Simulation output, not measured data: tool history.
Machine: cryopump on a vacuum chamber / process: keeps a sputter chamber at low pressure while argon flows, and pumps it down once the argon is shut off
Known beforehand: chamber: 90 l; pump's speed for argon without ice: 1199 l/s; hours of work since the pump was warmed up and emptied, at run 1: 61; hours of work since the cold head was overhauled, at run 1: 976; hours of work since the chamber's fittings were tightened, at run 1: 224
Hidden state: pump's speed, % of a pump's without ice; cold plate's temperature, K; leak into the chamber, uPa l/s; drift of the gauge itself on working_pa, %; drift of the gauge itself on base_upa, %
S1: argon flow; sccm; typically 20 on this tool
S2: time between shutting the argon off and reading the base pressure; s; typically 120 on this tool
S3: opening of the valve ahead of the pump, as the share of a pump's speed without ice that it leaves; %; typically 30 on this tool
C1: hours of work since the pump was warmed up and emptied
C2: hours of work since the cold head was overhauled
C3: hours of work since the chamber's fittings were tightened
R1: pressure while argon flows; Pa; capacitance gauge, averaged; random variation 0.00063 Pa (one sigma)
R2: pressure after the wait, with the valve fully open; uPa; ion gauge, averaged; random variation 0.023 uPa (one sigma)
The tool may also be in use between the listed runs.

run   hour  S1   S2  S3   C1    C2   C3      R1    R2
  1      0  20  120  30   61   976  224  0.0953   1.1
  2   27.6  20  120  30   85  1000  248  0.0961   1.1
  3   42.7  20  120  30   98  1013  261   0.095  1.17
  4   62.2  20  120  30  115  1030  279  0.0957  1.18
  5     82  20  120  30  133  1048  296  0.0959  1.21
  6  101.6  20  120  30  150  1065  313  0.0963  1.22
  7  117.4  21  120  30  164  1079  327  0.1009  1.22
  8  131.9  21  120  30  176  1091  340  0.1007  1.23
  9    158  20  120  30  199  1114  362  0.0965   1.3
 10    184  20  120  30  222  1137  385  0.0961  1.26
 11  197.7  20  120  30  234  1149  397  0.0956  1.36
 12  218.1  19  120  30  252  1167  415   0.093  1.36
 13  230.7  22  120  30  263  1178  426  0.1051   1.4
 14  252.3  22  120  30  282  1197  445  0.1075  1.42
 15  278.7  20  120  30  305  1220  468  0.0965  1.41
 16  298.6  20  120  30  322  1237  485  0.0972  1.49
 17  321.4  20  120  30  342  1257  505  0.0979   1.5
 18  343.1  22  120  30  361  1276  524   0.106  1.49
 19  354.6  21  120  51  371  1286  534  0.0612  1.47
 20  373.9  21  120  51  388  1303  551  0.0619  1.54
 21  395.8  21  120  51  407  1322  571  0.0616  1.57
 22  415.8  21   22  22  425  1340  588  0.1378  4.15
 23  429.5  30  191  30  437  1352  600   0.147  1.42
 24  450.6  30  191  30  455  1370  618  0.1472  1.47
 25  466.7  18   67  52  469  1384  633   0.053  2.12
 26  493.5  20  134  30  493  1408  656  0.0991  1.69
 27  507.3  29  134  30  505  1420  668  0.1436  1.63
 28  519.4  29  134  30  516  1430  679  0.1426  1.68
 29  546.4  25   42  47  539  1454  702  0.0819  2.89
 30  563.8  20  120  41  554  1469  718  0.0727  1.82
 31  587.4  20  120  41  575  1490  738  0.0734  1.89

Run 32 is up next; what results do you expect?
 32  599.1   8  273  50  585  1500  748   ?   ?

{"run 32": {"R1": 0.0247, "R2": 1.53}}
The same run, on a tool lacking any hidden state, would have yielded R1 0.0225 Pa, R2 0.49 uPa.

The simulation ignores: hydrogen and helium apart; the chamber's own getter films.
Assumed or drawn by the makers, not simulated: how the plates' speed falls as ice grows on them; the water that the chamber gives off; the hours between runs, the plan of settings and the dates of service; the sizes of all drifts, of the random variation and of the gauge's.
